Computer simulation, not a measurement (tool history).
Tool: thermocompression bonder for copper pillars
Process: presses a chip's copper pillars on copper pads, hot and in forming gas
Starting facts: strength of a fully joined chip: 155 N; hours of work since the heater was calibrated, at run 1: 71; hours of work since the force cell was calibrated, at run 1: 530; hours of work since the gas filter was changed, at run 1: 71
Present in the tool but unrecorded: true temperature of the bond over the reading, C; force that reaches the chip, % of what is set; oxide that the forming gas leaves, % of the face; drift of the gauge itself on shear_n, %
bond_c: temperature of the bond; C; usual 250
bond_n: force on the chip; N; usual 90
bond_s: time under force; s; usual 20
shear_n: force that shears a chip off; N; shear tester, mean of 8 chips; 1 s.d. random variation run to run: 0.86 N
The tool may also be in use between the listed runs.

| run | day | bond_c | bond_n | bond_s | hours of work since the heater was calibrated | hours of work since the force cell was calibrated | hours of work since the gas filter was changed | shear_n |
|---|---|---|---|---|---|---|---|---|
| 1 | 0.000 | 250 | 90 | 20 | 71 | 530 | 71 | 71.6 |
| 2 | 0.504 | 250 | 90 | 20 | 77 | 536 | 77 | 71.7 |
| 3 | 1.371 | 269 | 90 | 20 | 86 | 545 | 86 | 92.3 |
| 4 | 1.958 | 250 | 90 | 38 | 93 | 552 | 93 | 88.2 |
| 5 | 2.942 | 250 | 90 | 38 | 104 | 562 | 104 | 89.6 |
| 6 | 3.471 | 250 | 123 | 20 | 109 | 568 | 109 | 84.8 |
| 7 | 4.612 | 247 | 90 | 20 | 122 | 581 | 122 | 66.2 |
| 8 | 5.633 | 250 | 90 | 20 | 133 | 592 | 133 | 70.9 |
| 9 | 6.812 | 240 | 90 | 39 | 146 | 605 | 146 | 76.7 |
| 10 | 7.867 | 240 | 90 | 39 | 158 | 616 | 158 | 76.8 |
| 11 | 8.908 | 240 | 62 | 39 | 169 | 628 | 169 | 61.4 |
|  | 9.042 | heater calibrated with a thermocouple chip |
| 12 | 9.696 | 231 | 107 | 16 | 7 | 636 | 177 | 51.4 |
| 13 | 10.896 | 231 | 107 | 16 | 20 | 649 | 190 | 52.2 |
| 14 | 11.771 | 250 | 122 | 53 | 30 | 658 | 199 | 109.1 |
| 15 | 12.608 | 227 | 90 | 17 | 39 | 667 | 209 | 43.2 |
| 16 | 13.400 | 227 | 90 | 17 | 48 | 676 | 217 | 44.8 |

Forecast each of these 4 alternatives for the next run:
| A | 13.958 | 269 | 68 | 25 | 54 | 682 | 223 | ? |
| B | 13.958 | 250 | 58 | 20 | 54 | 682 | 223 | ? |
| C | 13.958 | 246 | 102 | 41 | 54 | 682 | 223 | ? |
| D | 13.958 | 267 | 111 | 32 | 54 | 682 | 223 | ? |

| run | shear_n |
|---|---|
| A | 88.8 |
| B | 55.1 |
| C | 92.7 |
| D | 111.2 |
With no hidden state in the tool, these same runs would have given:
| run | shear_n |
|---|---|
| A | 86.8 |
| B | 52.8 |
| C | 90.6 |
| D | 110.6 |
